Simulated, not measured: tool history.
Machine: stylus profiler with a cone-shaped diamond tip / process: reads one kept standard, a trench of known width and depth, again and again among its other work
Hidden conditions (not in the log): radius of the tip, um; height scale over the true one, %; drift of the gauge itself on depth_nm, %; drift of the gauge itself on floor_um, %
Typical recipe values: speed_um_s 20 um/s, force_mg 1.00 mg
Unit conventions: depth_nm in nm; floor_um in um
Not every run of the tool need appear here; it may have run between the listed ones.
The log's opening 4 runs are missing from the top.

run	hour	speed_um_s	force_mg	scans with this tip	hours of work since the height scale was calibrated	depth_nm	floor_um
5	202.0	24	1.00	4408	347	201.26	47.08
6	244.3	20	1.00	4714	371	201.15	47.10
7	279.5	20	1.00	4968	391	201.19	47.12
8	334.6	20	1.00	5366	422	201.22	47.06
9	370.2	20	1.00	5624	443	201.27	47.10
10	414.5	6	1.00	5944	468	201.22	47.15
11	443.6	6	1.37	6154	484	201.48	47.13
12	474.0	6	1.37	6374	502	201.45	47.14
13	523.7	20	1.00	6732	530	201.33	47.06
14	576.2	20	1.00	7112	560	201.16	47.02
15	605.4	20	0.64	7323	576	200.86	47.00
16	645.3	20	0.39	7611	599	200.66	46.98
17	697.3	20	0.39	7986	629	200.68	47.03
18	734.3	20	1.00	8254	650	201.18	47.08
19	789.0	20	1.00	8649	681	201.09	47.08
20	847.0	20	1.00	9068	714	201.18	47.06
21	884.2	20	1.00	9336	735	201.14	47.05
22	914.8	49	1.74	9558	752	201.79	46.96

Run 23, settings as shown, results not yet in. Your forecast:
23	942.3	20	0.87	9756	768	?	?

Run 23 yielded depth_nm 201.09 nm, floor_um 47.04 um.
Without the tool's hidden state the same run would have given depth_nm 201.08 nm, floor_um 47.05 um.
